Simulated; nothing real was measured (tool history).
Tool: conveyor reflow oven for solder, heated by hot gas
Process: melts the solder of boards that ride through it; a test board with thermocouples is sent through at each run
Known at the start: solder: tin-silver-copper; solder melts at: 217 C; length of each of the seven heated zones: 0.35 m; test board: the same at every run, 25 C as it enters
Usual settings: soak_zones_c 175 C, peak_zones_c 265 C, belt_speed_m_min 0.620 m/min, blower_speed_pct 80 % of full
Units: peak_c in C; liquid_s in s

run     day  soak_zones_c  peak_zones_c  belt_speed_m_min  blower_speed_pct  peak_c  liquid_s
  1   0.000           175           265             0.620                80   253.6      54.3
      2.258  -- flux residue cleaned out of gas plates and filters
  2   2.300           175           265             0.708                80   251.3      45.4
  3   3.658           175           265             0.708                80   250.8      45.4
  4   5.033           175           271             0.620                80   258.4      56.9
  5   6.438           180           271             0.620                80   258.7      59.1
  6   8.583           180           271             0.620                80   259.3      58.7
  7   9.929           175           272             0.620                80   259.9      57.2
     11.912  -- flux residue cleaned out of gas plates and filters
  8  12.171           175           265             0.620                80   253.8      53.8
  9  14.562           175           265             0.620                80   252.5      54.4
 10  17.042           175           265             0.620                80   252.6      54.3
 11  18.858           175           269             0.620                80   254.9      56.2
 12  20.575           175           269             0.620                87   256.7      56.4
     21.596  -- flux residue cleaned out of gas plates and filters
 13  22.242           175           269             0.620                87   256.5      56.8
 14  24.738           175           269             0.620                87   257.0      56.1
 15  26.025           175           269             0.533                82   259.6      67.4
 16  28.488           175           269             0.533                82   259.1      66.9
 17  30.750           162           253             0.630                78   238.4      39.7
     31.217  -- flux residue cleaned out of gas plates and filters
 18  33.288           175           257             0.620                80   244.5      49.2
 19  35.438           175           265             0.698                80   248.0      45.6
     37.438  -- thermocouples of zones 6 and 7 changed
 20  37.958           175           265             0.698                80   253.2      47.8
     38.271  -- belt drive overhauled, speed set with a stopwatch
 21  39.950           179           277             0.620                78   268.3      62.4
     41.208  -- flux residue cleaned out of gas plates and filters
 22  42.746           179           277             0.620                78   269.1      62.6
 23  45.096           175           265             0.679                80   254.5      50.1
 24  47.329           163           265             0.630                80   254.6      51.4
 25  48.450           175           265             0.620                55   253.9      54.3
     50.808  -- flux residue cleaned out of gas plates and filters
 26  50.871           175           260             0.620                55   248.5      51.3
     53.629  -- belt drive overhauled, speed set with a stopwatch, once more
 27  53.642           161           261             0.620                80   250.2      48.6
 28  55.742           165           265             0.620                69   253.6      50.6

3 ways to go on from here, each from the tool as it stands after run 28. What would each give?
  A  57.646           178           270             0.620                69       ?         ?
  B  57.646           163           265             0.620                69       ?         ?
  C  57.646           175           265             0.620                69       ?         ?

run  peak_c  liquid_s
  A   258.8      57.8
  B   252.5      50.5
  C   254.2      53.9
Without the tool's hidden state the same runs would have given:
run  peak_c  liquid_s
  A   260.3      58.4
  B   254.1      51.5
  C   255.7      54.7

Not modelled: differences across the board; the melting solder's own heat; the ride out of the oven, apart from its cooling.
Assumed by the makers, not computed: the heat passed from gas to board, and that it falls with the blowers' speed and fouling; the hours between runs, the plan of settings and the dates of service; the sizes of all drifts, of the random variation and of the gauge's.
